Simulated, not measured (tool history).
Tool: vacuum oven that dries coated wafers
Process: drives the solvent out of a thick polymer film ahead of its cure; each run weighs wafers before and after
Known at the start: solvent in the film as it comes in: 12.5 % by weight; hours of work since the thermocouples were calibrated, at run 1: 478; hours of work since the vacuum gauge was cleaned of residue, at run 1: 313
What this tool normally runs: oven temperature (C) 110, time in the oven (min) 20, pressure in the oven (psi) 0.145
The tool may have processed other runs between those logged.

| run | hour | oven temperature (C) | time in the oven (min) | pressure in the oven (psi) | hours of work since the thermocouples were calibrated | hours of work since the vacuum gauge was cleaned of residue | solvent left in the film (%) |
|---|---|---|---|---|---|---|---|
| 1 | 0.0 | 110 | 20 | 0.145 | 478 | 313 | 2.03 |
| 2 | 11.4 | 110 | 20 | 0.145 | 485 | 320 | 1.97 |
| 3 | 19.7 | 110 | 20 | 0.145 | 490 | 324 | 2.07 |
| 4 | 37.7 | 107 | 20 | 0.145 | 501 | 335 | 2.46 |
| 5 | 58.2 | 110 | 20 | 0.145 | 513 | 348 | 1.97 |
| 6 | 77.8 | 110 | 20 | 0.145 | 525 | 359 | 2.07 |
| 7 | 88.9 | 110 | 20 | 0.145 | 532 | 366 | 2.01 |
| 8 | 104.1 | 111 | 20 | 0.145 | 541 | 375 | 1.76 |
| 9 | 121.5 | 111 | 20 | 0.145 | 551 | 386 | 1.85 |
| 10 | 141.9 | 111 | 20 | 0.145 | 564 | 398 | 1.77 |
| 11 | 155.9 | 110 | 16 | 0.145 | 572 | 406 | 2.56 |
| 12 | 174.9 | 110 | 20 | 0.139 | 583 | 418 | 1.94 |
| 13 | 195.4 | 99 | 14 | 0.154 | 596 | 430 | 5.67 |
| 14 | 207.0 | 99 | 14 | 0.540 | 603 | 437 | 7.52 |

The next listed run, before its measurement:
| 15 | 218.6 | 99 | 14 | 0.540 | 610 | 444 | ? |

solvent left in the film (%): 7.61
With no hidden state in the tool, this same run would have given solvent left in the film (%) 7.62.

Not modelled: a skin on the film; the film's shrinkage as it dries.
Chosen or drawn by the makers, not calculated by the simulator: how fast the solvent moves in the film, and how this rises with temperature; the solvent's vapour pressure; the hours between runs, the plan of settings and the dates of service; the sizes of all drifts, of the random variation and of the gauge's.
